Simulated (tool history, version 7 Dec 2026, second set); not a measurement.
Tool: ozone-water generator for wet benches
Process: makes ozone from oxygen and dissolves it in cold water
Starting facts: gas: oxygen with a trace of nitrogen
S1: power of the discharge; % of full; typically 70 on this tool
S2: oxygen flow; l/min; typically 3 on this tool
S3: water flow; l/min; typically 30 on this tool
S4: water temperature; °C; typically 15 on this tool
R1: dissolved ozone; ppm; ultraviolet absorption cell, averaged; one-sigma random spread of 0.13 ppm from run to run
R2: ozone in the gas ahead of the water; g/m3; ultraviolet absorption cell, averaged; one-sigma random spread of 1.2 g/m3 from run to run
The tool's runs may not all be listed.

run	hour	S1	S2	S3	S4	R1	R2
1	0	70	3	30	15	14.1	231.7
2	33.9	70	3	30	15	14.3	228.3
3	66.9	70	3	30	15	14.2	227.1
4	118.2	44	3	30	15	10.9	176.6
5	141.9	44	3	30	15	11.1	178.1
6	182.8	70	3	30	8	15	228
7	230.8	70	3	30	15	14.1	229.9
8	265.1	70	3	30	15	14.3	228.9
9	303	70	3	30	15	14.3	228.1
10	329.1	70	3	22	15	18.9	230
11	359.1	70	3	22	15	18.8	227.1
12	407.4	70	3	22	11	20.1	229
13	448	70	3	40	15	10.5	228.8
14	478.6	70	3	40	15	10.6	228.3
15	503	70	3	30	15	14.3	226.8
16	536.1	70	3	30	15	14.2	228.6
17	566.3	70	3	30	15	14.2	228.8
18	614.6	74	3	30	21	14	236.3
19	655.2	49	4.9	30	13	12.6	138.7
20	705.7	49	4.9	30	13	12.7	138.4
21	753.4	49	4.9	30	13	12.7	140.2
22	790.3	55	1.67	30	15	10.8	281.1
23	823.9	47	4.3	27	17	12.8	147.2
24	867.4	47	4.3	27	17	13	146.7
25	896.2	70	2.38	18	7	23.7	264.4
26	946.1	54	4.56	21	11	18.4	152.7
27	970.3	54	2.99	35	11	10.7	196.2
28	992.9	83	1.93	30	15	14.3	326.3
29	1025.9	56	2.01	40	10	8.5	256.3

Expected results for the next run?
30	1070.5	50	2.01	21	10	?	?

Run 30 gave R1 15.9 ppm, R2 237 g/m3.
On a tool with no hidden condition, and with the same random variation, this run would have come out at R1 15.9 ppm, R2 237.1 g/m3.
